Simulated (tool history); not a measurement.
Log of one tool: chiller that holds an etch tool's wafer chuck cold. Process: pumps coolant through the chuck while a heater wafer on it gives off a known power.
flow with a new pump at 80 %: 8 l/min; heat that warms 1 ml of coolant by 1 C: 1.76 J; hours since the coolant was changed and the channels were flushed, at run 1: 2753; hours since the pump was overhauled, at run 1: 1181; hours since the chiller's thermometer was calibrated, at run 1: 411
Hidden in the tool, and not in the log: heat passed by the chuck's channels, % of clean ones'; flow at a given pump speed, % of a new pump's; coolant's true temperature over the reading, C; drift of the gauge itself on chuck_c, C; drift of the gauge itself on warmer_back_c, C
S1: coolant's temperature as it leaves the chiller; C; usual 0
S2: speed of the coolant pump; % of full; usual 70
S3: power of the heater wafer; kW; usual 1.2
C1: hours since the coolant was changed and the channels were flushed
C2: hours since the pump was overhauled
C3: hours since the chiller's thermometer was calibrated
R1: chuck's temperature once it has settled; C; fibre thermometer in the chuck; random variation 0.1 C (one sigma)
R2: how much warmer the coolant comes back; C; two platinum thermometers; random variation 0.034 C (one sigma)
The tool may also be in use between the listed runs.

{"run": 1, "hour": 0.0, "S1": 0, "S2": 70, "S3": 1.2, "C1": 2753, "C2": 1181, "C3": 411, "R1": 15.3, "R2": 5.97}
{"run": 2, "hour": 91.1, "S1": 0, "S2": 70, "S3": 1.2, "C1": 2844, "C2": 1272, "C3": 502, "R1": 15.5, "R2": 5.94}
{"run": 3, "hour": 177.6, "S1": 0, "S2": 70, "S3": 1.2, "C1": 2931, "C2": 1359, "C3": 589, "R1": 15.4, "R2": 6}
{"run": 4, "hour": 328.5, "S1": 0, "S2": 70, "S3": 1.2, "C1": 3082, "C2": 1510, "C3": 739, "R1": 15.7, "R2": 5.97}
{"run": 5, "hour": 529.0, "S1": 0, "S2": 70, "S3": 1.2, "C1": 3282, "C2": 1710, "C3": 940, "R1": 15.7, "R2": 5.94}
{"run": 6, "hour": 690.3, "S1": 0, "S2": 70, "S3": 1.2, "C1": 3444, "C2": 1871, "C3": 1101, "R1": 15.6, "R2": 6.02}
{"run": 7, "hour": 894.3, "S1": 0, "S2": 70, "S3": 1.2, "C1": 3648, "C2": 2075, "C3": 1305, "R1": 15.7, "R2": 5.99}
{"run": 8, "hour": 1037.4, "S1": 0, "S2": 74, "S3": 1.2, "C1": 3791, "C2": 2218, "C3": 1448, "R1": 15, "R2": 5.65}
{"run": 9, "hour": 1212.3, "S1": 0, "S2": 70, "S3": 1.2, "C1": 3966, "C2": 2393, "C3": 1623, "R1": 15.7, "R2": 6.01}
{"run": 10, "hour": 1386.9, "S1": 0, "S2": 70, "S3": 0.874, "C1": 4140, "C2": 2568, "C3": 1798, "R1": 11.6, "R2": 4.42}
{"run": 11, "hour": 1531.4, "S1": 0, "S2": 70, "S3": 0.874, "C1": 4285, "C2": 2712, "C3": 1942, "R1": 11.5, "R2": 4.4}

Forecast run 12:
{"run": 12, "hour": 1646.6, "S1": 0, "S2": 70, "S3": 1.2, "C1": 4400, "C2": 2828, "C3": 2058, "R1": "?", "R2": "?"}

Run 12 gave R1 15.8 C, R2 6.07 C.
Without the tool's hidden state the same run would have given R1 14.6 C, R2 5.93 C.
